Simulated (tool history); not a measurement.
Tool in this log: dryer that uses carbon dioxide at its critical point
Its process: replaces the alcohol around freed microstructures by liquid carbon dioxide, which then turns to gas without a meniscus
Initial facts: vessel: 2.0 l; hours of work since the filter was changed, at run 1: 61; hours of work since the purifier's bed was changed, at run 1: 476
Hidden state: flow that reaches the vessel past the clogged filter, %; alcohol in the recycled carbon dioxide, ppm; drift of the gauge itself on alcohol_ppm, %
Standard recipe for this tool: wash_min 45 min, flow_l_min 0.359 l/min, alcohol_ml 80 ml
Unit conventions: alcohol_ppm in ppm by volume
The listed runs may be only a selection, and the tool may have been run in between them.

run    hour  wash_min  flow_l_min  alcohol_ml  hours of work since the filter was changed  hours of work since the purifier's bed was changed  alcohol_ppm
  1       0        45       0.359          80                                          61                                                 476          157
  2    18.3        45       0.359          25                                          69                                                 483          126
  3    45.2        29       0.359          80                                          79                                                 494          683
  4    66.7        29       0.359          80                                          88                                                 503          678
  5   100.1        29       0.359          80                                         101                                                 516          700
  6   127.5        29       0.359          80                                         112                                                 527          720
  7   164.8        29       0.359          80                                         127                                                 541          716
  8   185.8        29       0.359          80                                         135                                                 550          732
  9   205.2        29       0.359          80                                         143                                                 557          762
 10   230.7        29       0.359          80                                         153                                                 568          758
 11   271.1        29       0.359          80                                         169                                                 584          792
 12   289.1        29       0.359          80                                         176                                                 591          811
 13   333.3        29       0.359          80                                         193                                                 608          807
 14   374.1        29       0.359          80                                         210                                                 624          822
 15   402.6        45       0.359          20                                         221                                                 636          153
 16   424.3        45       0.359          80                                         229                                                 644          219
 17   452.9        45       0.359          80                                         241                                                 655          220
 18   470.8        45       0.359          80                                         248                                                 663          228
 19   505.5        45       0.502          80                                         262                                                 676          150
 20   527.4        50       0.359          80                                         270                                                 685          193
 21   569.7        50       0.359          80                                         287                                                 702          197
 22   599.3        71       0.359          80                                         299                                                 713          157
 23   619.6        71       0.359          80                                         307                                                 721          157
 24   647.1        71       0.602          95                                         318                                                 732          156
 25   680.4        69       0.359          20                                         331                                                 746          164
 26   720.2        69       0.359          20                                         347                                                 761          162
 27   751.8        69       0.359          20                                         359                                                 774          173
 28     787        69       0.359          20                                         373                                                 788          167
 29     815        70       0.359          53                                         384                                                 799          177
 30   850.2        45       0.554          80                                         398                                                 813          183
 31   874.1        51       0.359          70                                         407                                                 822          235
 32     910        39       0.359          59                                         422                                                 836          380
      934.2  -- inlet filter changed
 33   948.9        38       0.554         112                                           6                                                 851          183
 34   993.3        49       0.314          65                                          23                                                 869          230
 35    1015        33       0.453          65                                          32                                                 878          246
 36  1043.5        44       0.449          80                                          43                                                 889          206
 37  1087.8        63       0.578          80                                          61                                                 906          195
     1111.8  -- purifier's bed changed
 38    1122        45       0.359         116                                          73                                                   4           80
 39  1165.1        45       0.359         116                                          90                                                  21           90
 40  1193.6        48       0.388         116                                         101                                                  32           44
 41  1212.5        33       0.249          78                                         109                                                  40         1539
 42  1242.7        33       0.325          79                                         121                                                  52          556
 43  1263.4        33       0.325          79                                         129                                                  60          562
 44  1294.8        33       0.325          79                                         142                                                  72          580
 45    1315        45         0.3          31                                         150                                                  80          103
 46  1335.1        32       0.399          80                                         157                                                  88          275

Forecast each of these 5 alternatives for the next run:
  A  1367.7        63       0.385          40                                         170                                                 101            ?
  B  1367.7        32       0.364          80                                         170                                                 101            ?
  C  1367.7        51       0.399         118                                         170                                                 101            ?
  D  1367.7        53       0.399          24                                         170                                                 101            ?
  E  1367.7        32       0.451          80                                         170                                                 101            ?

run  alcohol_ppm
  A           30
  B          445
  C           47
  D           34
  E          139
Without the tool's unlogged condition, the same runs would have read:
run  alcohol_ppm
  A            7
  B          300
  C           17
  D           10
  E           73

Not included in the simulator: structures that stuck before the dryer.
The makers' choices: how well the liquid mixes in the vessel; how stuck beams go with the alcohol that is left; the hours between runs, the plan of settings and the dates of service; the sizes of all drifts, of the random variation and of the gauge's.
